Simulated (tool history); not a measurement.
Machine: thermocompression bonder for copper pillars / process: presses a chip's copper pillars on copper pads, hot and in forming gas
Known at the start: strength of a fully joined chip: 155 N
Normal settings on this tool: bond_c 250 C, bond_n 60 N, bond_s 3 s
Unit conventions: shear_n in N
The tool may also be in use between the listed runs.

| run | day | bond_c | bond_n | bond_s | shear_n |
|---|---|---|---|---|---|
| 1 | 0.000 | 250 | 60 | 3 | 90.6 |
| 2 | 0.579 | 250 | 60 | 3 | 90.1 |
| 3 | 1.217 | 250 | 60 | 3 | 88.4 |
| 4 | 1.808 | 263 | 60 | 3 | 106.5 |
| 5 | 2.104 | 250 | 60 | 3 | 89.3 |
| 6 | 2.738 | 250 | 60 | 3 | 90.1 |
| 7 | 3.338 | 269 | 60 | 3 | 113.6 |
| 8 | 3.800 | 266 | 48 | 8 | 123.9 |

Estimate the outcome of run 9 from the log above:
| 9 | 4.296 | 251 | 58 | 2 | ? |

{"run 9": {"shear_n": 78.3}}
On a tool with no hidden condition, and with the same random variation, this run would have come out at shear_n 85.6 N.
